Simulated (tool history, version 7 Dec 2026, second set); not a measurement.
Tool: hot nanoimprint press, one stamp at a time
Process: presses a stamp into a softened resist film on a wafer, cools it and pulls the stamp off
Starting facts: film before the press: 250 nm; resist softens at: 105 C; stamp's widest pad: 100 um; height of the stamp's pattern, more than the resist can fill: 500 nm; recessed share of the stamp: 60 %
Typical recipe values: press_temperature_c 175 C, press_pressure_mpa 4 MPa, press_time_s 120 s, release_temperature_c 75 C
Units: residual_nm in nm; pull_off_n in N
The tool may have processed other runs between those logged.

Run 1, day 0: usual settings. Result: residual_nm 141.7 nm, pull_off_n 148 N.
Run 2, day 1.729: usual settings. Result: residual_nm 141.7 nm, pull_off_n 144 N.
Run 3, day 2.9: usual settings. Result: residual_nm 141.5 nm, pull_off_n 150 N.
Run 4, day 4.575: usual settings but press_time_s 136 s. Result: residual_nm 135.5 nm, pull_off_n 146 N.
At day 5.5: plate thermocouple calibrated.
Run 5, day 5.717: usual settings but press_temperature_c 166 C. Result: residual_nm 185 nm, pull_off_n 149 N.
Run 6, day 7.154: usual settings but press_temperature_c 166 C. Result: residual_nm 184.2 nm, pull_off_n 149 N.
Run 7, day 8.104: usual settings but press_temperature_c 166 C. Result: residual_nm 183.7 nm, pull_off_n 151 N.
Run 8, day 9.021: usual settings. Result: residual_nm 141.9 nm, pull_off_n 145 N.
Run 9, day 10.192: usual settings but press_time_s 132 s. Result: residual_nm 137.4 nm, pull_off_n 150 N.
Run 10, day 11.025: usual settings but press_time_s 132 s. Result: residual_nm 136.2 nm, pull_off_n 149 N.
Run 11, day 12.746: usual settings but press_time_s 132 s. Result: residual_nm 136.8 nm, pull_off_n 146 N.
At day 13.358: press's hydraulic seals changed and the load cell set to zero.
Run 12, day 14.517: usual settings but press_time_s 132 s. Result: residual_nm 136.9 nm, pull_off_n 149 N.
Run 13, day 15.762: usual settings but press_time_s 132 s. Result: residual_nm 136.5 nm, pull_off_n 143 N.
At day 16.658: stamp cleaned and given a new release coat.
Run 14, day 17.421: usual settings but press_time_s 132 s. Result: residual_nm 136.3 nm, pull_off_n 146 N.
Run 15, day 19.096: usual settings. Result: residual_nm 141.5 nm, pull_off_n 148 N.
Run 16, day 20.125: usual settings but press_pressure_mpa 2.86 MPa, press_time_s 100 s. Result: residual_nm 166.4 nm, pull_off_n 141 N.
Run 17, day 20.925: usual settings but press_pressure_mpa 2.86 MPa, press_time_s 100 s. Result: residual_nm 166.6 nm, pull_off_n 143 N.
Run 18, day 22.371: usual settings but press_pressure_mpa 2.86 MPa, press_time_s 100 s. Result: residual_nm 166.5 nm, pull_off_n 144 N.
Run 19, day 23.771: usual settings but press_pressure_mpa 2.86 MPa, press_time_s 100 s. Result: residual_nm 167 nm, pull_off_n 151 N.
Run 20, day 24.55: usual settings but press_temperature_c 179 C, press_pressure_mpa 3.82 MPa, press_time_s 85 s, release_temperature_c 69 C. Result: residual_nm 141.7 nm, pull_off_n 168 N.
At day 24.962: plate thermocouple calibrated.
Run 21, day 26.267: usual settings but press_temperature_c 179 C, press_pressure_mpa 2.44 MPa, press_time_s 89 s, release_temperature_c 67 C. Result: residual_nm 162 nm, pull_off_n 177 N.
Run 22, day 27.462: usual settings but press_temperature_c 182 C, press_pressure_mpa 3.25 MPa, press_time_s 115 s. Result: residual_nm 122.9 nm, pull_off_n 146 N.
Run 23, day 29.083: usual settings but press_temperature_c 182 C, press_pressure_mpa 5.99 MPa, press_time_s 115 s. Result: residual_nm 94.9 nm, pull_off_n 143 N.
Run 24, day 29.967: usual settings but press_time_s 82 s, release_temperature_c 76 C. Result: residual_nm 159.3 nm, pull_off_n 148 N.

Run 25, settings as shown, results not yet in. Your forecast:
Run 25, day 30.721: usual settings but press_time_s 165 s, release_temperature_c 81 C. Result: residual_nm ?, pull_off_n ?.

{"run 25": {"residual_nm": 126.1, "pull_off_n": 124}}
On a tool with no hidden condition, and with the same random variation, this run would have come out at residual_nm 126 nm, pull_off_n 123 N.
